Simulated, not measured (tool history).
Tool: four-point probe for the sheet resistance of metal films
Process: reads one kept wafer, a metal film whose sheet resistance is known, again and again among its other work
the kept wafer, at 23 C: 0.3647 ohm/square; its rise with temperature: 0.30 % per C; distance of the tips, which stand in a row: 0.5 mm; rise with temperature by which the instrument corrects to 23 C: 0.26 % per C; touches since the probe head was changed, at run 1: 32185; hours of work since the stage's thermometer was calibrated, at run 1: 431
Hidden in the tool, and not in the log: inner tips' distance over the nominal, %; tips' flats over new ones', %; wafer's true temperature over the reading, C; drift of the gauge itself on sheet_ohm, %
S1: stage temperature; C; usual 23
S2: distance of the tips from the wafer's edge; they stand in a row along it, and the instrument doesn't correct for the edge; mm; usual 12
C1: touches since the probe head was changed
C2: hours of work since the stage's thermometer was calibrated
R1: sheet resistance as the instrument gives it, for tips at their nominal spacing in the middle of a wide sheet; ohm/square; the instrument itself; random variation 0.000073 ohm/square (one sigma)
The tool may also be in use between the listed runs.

Run 1, hour 0.0: usual settings; C1 32185; C2 431. Result: R1 0.362513 ohm/square.
Run 2, hour 53.8: usual settings; C1 33253; C2 464. Result: R1 0.362404 ohm/square.
Run 3, hour 120.9: usual settings; C1 34586; C2 506. Result: R1 0.362393 ohm/square.
Run 4, hour 187.8: usual settings but S1 19 C; C1 35915; C2 548. Result: R1 0.361647 ohm/square.
Run 5, hour 269.2: usual settings but S1 19 C; C1 37532; C2 598. Result: R1 0.361383 ohm/square.
Run 6, hour 372.2: usual settings but S1 32 C; C1 39577; C2 662. Result: R1 0.363167 ohm/square.
Run 7, hour 426.8: usual settings but S1 32 C; C1 40661; C2 696. Result: R1 0.362931 ohm/square.
Run 8, hour 500.6: usual settings; C1 42127; C2 742. Result: R1 0.361721 ohm/square.
Run 9, hour 558.3: usual settings but S1 30 C; C1 43272; C2 778. Result: R1 0.362597 ohm/square.
Run 10, hour 661.9: usual settings but S2 26 mm; C1 45329; C2 842. Result: R1 0.360998 ohm/square.
Run 11, hour 738.2: usual settings but S2 26 mm; C1 46844; C2 889. Result: R1 0.360958 ohm/square.
Run 12, hour 830.2: usual settings but S2 26 mm; C1 48672; C2 947. Result: R1 0.360782 ohm/square.
Run 13, hour 903.0: usual settings but S1 19 C; C1 50117; C2 992. Result: R1 0.360255 ohm/square.
Run 14, hour 1020.7: usual settings but S1 31 C, S2 24 mm; C1 52455; C2 1065. Result: R1 0.361665 ohm/square.
Run 15, hour 1099.0: usual settings but S1 31 C, S2 24 mm; C1 54010; C2 1113. Result: R1 0.361410 ohm/square.
Run 16, hour 1197.9: usual settings but S1 19 C, S2 21 mm; C1 55973; C2 1175. Result: R1 0.359508 ohm/square.
Run 17, hour 1276.5: usual settings but S1 34 C; C1 57534; C2 1224. Result: R1 0.361630 ohm/square.
Run 18, hour 1385.3: usual settings but S1 31 C, S2 37 mm; C1 59695; C2 1291. Result: R1 0.360748 ohm/square.
At hour 1507.7: new probe head fitted.
Run 19, hour 1508.5: usual settings but S1 35 C, S2 16 mm; C1 16; C2 1367. Result: R1 0.366721 ohm/square.
Run 20, hour 1568.5: usual settings but S1 20 C, S2 5 mm; C1 1207; C2 1404. Result: R1 0.366243 ohm/square.
Run 21, hour 1660.7: usual settings but S1 20 C, S2 5 mm; C1 3038; C2 1462. Result: R1 0.366115 ohm/square.
Run 22, hour 1769.4: usual settings but S1 20 C, S2 5 mm; C1 5196; C2 1529. Result: R1 0.365876 ohm/square.
Run 23, hour 1877.1: usual settings but S1 20 C, S2 5 mm; C1 7335; C2 1596. Result: R1 0.365845 ohm/square.
Run 24, hour 1932.7: usual settings but S1 28 C, S2 4 mm; C1 8439; C2 1631. Result: R1 0.367886 ohm/square.
Run 25, hour 2047.5: usual settings but S1 28 C, S2 4 mm; C1 10719; C2 1702. Result: R1 0.367566 ohm/square.

Forecast each of these 4 alternatives for the next run:
Run A, hour 2163.6: usual settings but S1 27 C, S2 4 mm; C1 13024; C2 1774. Result: R1 ?.
Run B, hour 2163.6: usual settings but S2 8 mm; C1 13024; C2 1774. Result: R1 ?.
Run C, hour 2163.6: usual settings but S1 22 C, S2 15 mm; C1 13024; C2 1774. Result: R1 ?.
Run D, hour 2163.6: usual settings but S1 29 C, S2 37 mm; C1 13024; C2 1774. Result: R1 ?.

run        R1
  A  0.367200
  B  0.364501
  C  0.363808
  D  0.364559
Without the tool's hidden state the same runs would have given:
run        R1
  A  0.368199
  B  0.365498
  C  0.364805
  D  0.365549
